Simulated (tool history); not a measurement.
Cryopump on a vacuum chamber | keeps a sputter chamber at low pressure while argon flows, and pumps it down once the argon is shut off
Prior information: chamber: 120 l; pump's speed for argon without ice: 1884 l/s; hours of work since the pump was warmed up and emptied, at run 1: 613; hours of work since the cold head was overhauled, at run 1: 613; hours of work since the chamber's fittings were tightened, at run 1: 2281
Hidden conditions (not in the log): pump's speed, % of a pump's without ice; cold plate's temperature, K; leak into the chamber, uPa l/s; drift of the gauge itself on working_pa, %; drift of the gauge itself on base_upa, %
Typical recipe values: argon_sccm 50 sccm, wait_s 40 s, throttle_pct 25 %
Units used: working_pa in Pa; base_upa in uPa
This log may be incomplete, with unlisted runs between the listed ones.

run	hour	argon_sccm	wait_s	throttle_pct	hours of work since the pump was warmed up and emptied	hours of work since the cold head was overhauled	hours of work since the chamber's fittings were tightened	working_pa	base_upa
1	0.0	50	40	25	613	613	2281	0.1878	1.68
2	44.2	50	40	39	637	637	2305	0.1239	1.75
3	93.9	50	40	25	664	664	2332	0.1887	1.75
# hour 108.7: pump warmed up, emptied and cooled again
4	184.4	29	40	25	41	711	2378	0.1045	1.59
5	260.6	29	40	25	83	752	2420	0.1042	1.58
6	343.6	29	40	25	128	797	2465	0.1059	1.60
7	416.0	50	40	25	167	836	2504	0.1811	1.63
8	471.8	50	40	41	197	867	2535	0.1118	1.63
9	520.9	50	40	41	224	894	2561	0.1132	1.71
10	583.0	50	40	25	258	927	2595	0.1837	1.71
11	643.3	50	40	25	291	960	2628	0.1831	1.71
12	714.6	50	40	25	329	999	2667	0.1840	1.70
13	793.4	50	40	25	372	1042	2709	0.1847	1.77
14	862.5	74	40	25	410	1079	2747	0.2746	1.76
15	918.9	51	40	25	440	1110	2778	0.1895	1.78
16	993.5	51	40	25	481	1150	2818	0.1881	1.80
17	1048.4	51	40	25	511	1180	2848	0.1889	1.80
18	1119.2	51	40	25	549	1219	2887	0.1905	1.84
19	1203.4	86	128	25	595	1265	2932	0.3234	1.45
20	1240.9	86	128	25	616	1285	2953	0.3229	1.42
21	1320.4	25	51	25	659	1328	2996	0.0940	1.77
# hour 1342.6: pump warmed up, emptied and cooled again
22	1408.3	50	196	25	36	1373	3041	0.1799	1.21
# hour 1432.2: leaking fittings of the chamber tightened, without venting
23	1477.3	20	40	25	72	1410	24	0.0723	0.84
24	1544.8	20	40	25	109	1446	61	0.0733	0.87
25	1624.4	65	281	43	152	1490	104	0.1386	0.29
26	1706.1	65	140	27	197	1534	149	0.2195	0.39
27	1779.9	65	140	27	237	1574	189	0.2221	0.44
28	1859.8	65	140	27	280	1618	232	0.2223	0.44
29	1928.8	65	140	27	318	1655	270	0.2239	0.45
30	1981.2	50	40	15	346	1684	298	0.3055	0.90
31	2043.0	38	53	21	380	1717	332	0.1671	0.81
32	2097.4	50	40	20	409	1747	362	0.2292	1.00
33	2159.2	38	41	18	443	1780	395	0.1941	0.99

Alternative continuations, all from the tool just after run 33; predict every row:
A	2221.9	61	24	35	477	1814	429	?	?
B	2221.9	38	54	28	477	1814	429	?	?
C	2221.9	40	167	22	477	1814	429	?	?

run	working_pa	base_upa
A	0.1651	1.47
B	0.1261	0.81
C	0.1689	0.48
Had the tool no hidden state, the same runs would have come out as:
run	working_pa	base_upa
A	0.1565	1.30
B	0.1208	0.64
C	0.1633	0.31
